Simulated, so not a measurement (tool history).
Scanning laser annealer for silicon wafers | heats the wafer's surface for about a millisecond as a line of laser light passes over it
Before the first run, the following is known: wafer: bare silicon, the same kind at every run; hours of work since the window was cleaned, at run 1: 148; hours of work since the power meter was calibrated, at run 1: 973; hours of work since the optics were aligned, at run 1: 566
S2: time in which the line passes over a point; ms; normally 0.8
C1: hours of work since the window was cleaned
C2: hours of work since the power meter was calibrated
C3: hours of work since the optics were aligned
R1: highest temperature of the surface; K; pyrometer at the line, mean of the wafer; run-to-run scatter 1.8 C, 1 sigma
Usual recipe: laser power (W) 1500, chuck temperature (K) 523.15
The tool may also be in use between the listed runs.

{"run": 1, "day": 0.0, "laser power (W)": 1500, "S2": 0.8, "chuck temperature (K)": 523.15, "C1": 148, "C2": 973, "C3": 566, "R1": 1226.15}
{"run": 2, "day": 0.721, "laser power (W)": 1500, "S2": 0.8, "chuck temperature (K)": 523.15, "C1": 160, "C2": 984, "C3": 578, "R1": 1225.15}
{"run": 3, "day": 1.462, "laser power (W)": 1500, "S2": 0.8, "chuck temperature (K)": 523.15, "C1": 171, "C2": 996, "C3": 590, "R1": 1227.15}
{"run": 4, "day": 2.204, "laser power (W)": 1466, "S2": 0.8, "chuck temperature (K)": 523.15, "C1": 183, "C2": 1008, "C3": 601, "R1": 1202.15}
{"run": 5, "day": 3.8, "laser power (W)": 1466, "S2": 0.8, "chuck temperature (K)": 523.15, "C1": 209, "C2": 1034, "C3": 627, "R1": 1200.15}
{"run": 6, "day": 4.942, "laser power (W)": 1500, "S2": 0.76, "chuck temperature (K)": 523.15, "C1": 227, "C2": 1052, "C3": 645, "R1": 1200.15}
{"run": 7, "day": 5.817, "laser power (W)": 1500, "S2": 0.76, "chuck temperature (K)": 523.15, "C1": 241, "C2": 1066, "C3": 659, "R1": 1202.15}
{"run": 8, "day": 7.271, "laser power (W)": 1500, "S2": 0.818, "chuck temperature (K)": 523.15, "C1": 264, "C2": 1089, "C3": 682, "R1": 1223.15}
{"run": 9, "day": 8.5, "laser power (W)": 1500, "S2": 0.8, "chuck temperature (K)": 523.15, "C1": 284, "C2": 1109, "C3": 702, "R1": 1215.15}
{"run": 10, "day": 9.767, "laser power (W)": 1500, "S2": 0.8, "chuck temperature (K)": 523.15, "C1": 304, "C2": 1129, "C3": 722, "R1": 1213.15}
{"run": 11, "day": 11.325, "laser power (W)": 1500, "S2": 0.8, "chuck temperature (K)": 523.15, "C1": 329, "C2": 1154, "C3": 747, "R1": 1212.15}
{"run": 12, "day": 12.308, "laser power (W)": 1500, "S2": 0.8, "chuck temperature (K)": 523.15, "C1": 345, "C2": 1169, "C3": 763, "R1": 1208.15}
{"run": 13, "day": 13.438, "laser power (W)": 1451, "S2": 0.8, "chuck temperature (K)": 523.15, "C1": 363, "C2": 1187, "C3": 781, "R1": 1175.15}
{"day": 14.417, "done": "optics aligned, line set to its width"}
{"run": 14, "day": 15.275, "laser power (W)": 1451, "S2": 0.8, "chuck temperature (K)": 523.15, "C1": 389, "C2": 1213, "C3": 14, "R1": 1194.15}
{"run": 15, "day": 15.962, "laser power (W)": 1500, "S2": 0.623, "chuck temperature (K)": 523.15, "C1": 400, "C2": 1224, "C3": 25, "R1": 1141.15}
{"run": 16, "day": 16.654, "laser power (W)": 1500, "S2": 0.623, "chuck temperature (K)": 523.15, "C1": 411, "C2": 1235, "C3": 36, "R1": 1142.15}
{"run": 17, "day": 17.433, "laser power (W)": 1500, "S2": 0.8, "chuck temperature (K)": 546.15, "C1": 423, "C2": 1248, "C3": 48, "R1": 1244.15}
{"day": 18.438, "done": "window over the wafer cleaned"}
{"run": 18, "day": 18.779, "laser power (W)": 1500, "S2": 0.8, "chuck temperature (K)": 546.15, "C1": 5, "C2": 1268, "C3": 68, "R1": 1272.15}
{"run": 19, "day": 20.417, "laser power (W)": 1559, "S2": 0.8, "chuck temperature (K)": 523.15, "C1": 32, "C2": 1294, "C3": 94, "R1": 1281.15}
{"run": 20, "day": 22.017, "laser power (W)": 1500, "S2": 0.59, "chuck temperature (K)": 523.15, "C1": 57, "C2": 1320, "C3": 120, "R1": 1145.15}
{"run": 21, "day": 22.829, "laser power (W)": 1500, "S2": 0.59, "chuck temperature (K)": 523.15, "C1": 70, "C2": 1333, "C3": 133, "R1": 1142.15}
{"run": 22, "day": 23.938, "laser power (W)": 1424, "S2": 0.8, "chuck temperature (K)": 533.15, "C1": 88, "C2": 1350, "C3": 151, "R1": 1199.15}
{"run": 23, "day": 24.788, "laser power (W)": 1424, "S2": 0.8, "chuck temperature (K)": 533.15, "C1": 101, "C2": 1364, "C3": 164, "R1": 1199.15}
{"run": 24, "day": 25.504, "laser power (W)": 1424, "S2": 0.8, "chuck temperature (K)": 533.15, "C1": 113, "C2": 1375, "C3": 176, "R1": 1199.15}
{"run": 25, "day": 26.688, "laser power (W)": 1424, "S2": 0.8, "chuck temperature (K)": 533.15, "C1": 132, "C2": 1394, "C3": 195, "R1": 1201.15}
{"run": 26, "day": 28.325, "laser power (W)": 1311, "S2": 0.8, "chuck temperature (K)": 495.15, "C1": 158, "C2": 1420, "C3": 221, "R1": 1091.15}
{"run": 27, "day": 29.642, "laser power (W)": 1500, "S2": 0.715, "chuck temperature (K)": 493.15, "C1": 179, "C2": 1441, "C3": 242, "R1": 1165.15}
{"run": 28, "day": 30.533, "laser power (W)": 1632, "S2": 0.966, "chuck temperature (K)": 520.15, "C1": 193, "C2": 1456, "C3": 256, "R1": 1379.15}
{"run": 29, "day": 32.046, "laser power (W)": 1632, "S2": 0.966, "chuck temperature (K)": 520.15, "C1": 217, "C2": 1480, "C3": 280, "R1": 1383.15}
{"run": 30, "day": 33.654, "laser power (W)": 1448, "S2": 0.859, "chuck temperature (K)": 525.15, "C1": 243, "C2": 1505, "C3": 306, "R1": 1217.15}
{"run": 31, "day": 35.104, "laser power (W)": 1448, "S2": 0.859, "chuck temperature (K)": 525.15, "C1": 266, "C2": 1529, "C3": 329, "R1": 1216.15}
{"run": 32, "day": 36.479, "laser power (W)": 1540, "S2": 0.8, "chuck temperature (K)": 523.15, "C1": 288, "C2": 1550, "C3": 351, "R1": 1244.15}
{"run": 33, "day": 37.429, "laser power (W)": 1500, "S2": 0.634, "chuck temperature (K)": 523.15, "C1": 303, "C2": 1566, "C3": 366, "R1": 1147.15}
{"run": 34, "day": 38.767, "laser power (W)": 1561, "S2": 0.689, "chuck temperature (K)": 523.15, "C1": 324, "C2": 1587, "C3": 387, "R1": 1203.15}
{"run": 35, "day": 39.775, "laser power (W)": 1561, "S2": 0.798, "chuck temperature (K)": 492.15, "C1": 341, "C2": 1603, "C3": 403, "R1": 1219.15}
{"run": 36, "day": 40.675, "laser power (W)": 1561, "S2": 0.798, "chuck temperature (K)": 492.15, "C1": 355, "C2": 1617, "C3": 418, "R1": 1218.15}
{"run": 37, "day": 41.654, "laser power (W)": 1364, "S2": 0.8, "chuck temperature (K)": 523.15, "C1": 371, "C2": 1633, "C3": 433, "R1": 1133.15}
{"run": 38, "day": 42.633, "laser power (W)": 1544, "S2": 0.818, "chuck temperature (K)": 518.15, "C1": 386, "C2": 1649, "C3": 449, "R1": 1241.15}
{"run": 39, "day": 44.108, "laser power (W)": 1544, "S2": 0.818, "chuck temperature (K)": 518.15, "C1": 410, "C2": 1672, "C3": 473, "R1": 1237.15}
{"run": 40, "day": 45.438, "laser power (W)": 1529, "S2": 0.923, "chuck temperature (K)": 542.15, "C1": 431, "C2": 1693, "C3": 494, "R1": 1293.15}
{"day": 45.996, "done": "window over the wafer cleaned"}
{"run": 41, "day": 46.983, "laser power (W)": 1529, "S2": 0.923, "chuck temperature (K)": 542.15, "C1": 16, "C2": 1717, "C3": 517, "R1": 1321.15}

Measured minus without-hidden-state, run by run (identical run-to-run variation in each term; gauge scatter may differ):
The tool's hidden condition here consists of: light that passes the window, % of a clean one's; laser's true power over the reading, %; width of the line over the set one, %; drift of the gauge itself on peak_c, C.
run=1 R1=-29
run=2 R1=-30
run=3 R1=-31
run=4 R1=-31
run=5 R1=-34
run=6 R1=-36
run=7 R1=-37
run=8 R1=-40
run=9 R1=-42
run=10 R1=-44
run=11 R1=-46
run=12 R1=-48
run=13 R1=-47
run=14 R1=-30
run=15 R1=-29
run=16 R1=-30
run=17 R1=-35
run=18 R1=-9
run=19 R1=-13
run=20 R1=-13
run=21 R1=-13
run=22 R1=-16
run=23 R1=-18
run=24 R1=-18
run=25 R1=-20
run=26 R1=-20
run=27 R1=-24
run=28 R1=-33
run=29 R1=-36
run=30 R1=-31
run=31 R1=-34
run=32 R1=-37
run=33 R1=-33
run=34 R1=-39
run=35 R1=-44
run=36 R1=-45
run=37 R1=-39
run=38 R1=-48
run=39 R1=-50
run=40 R1=-55
run=41 R1=-24
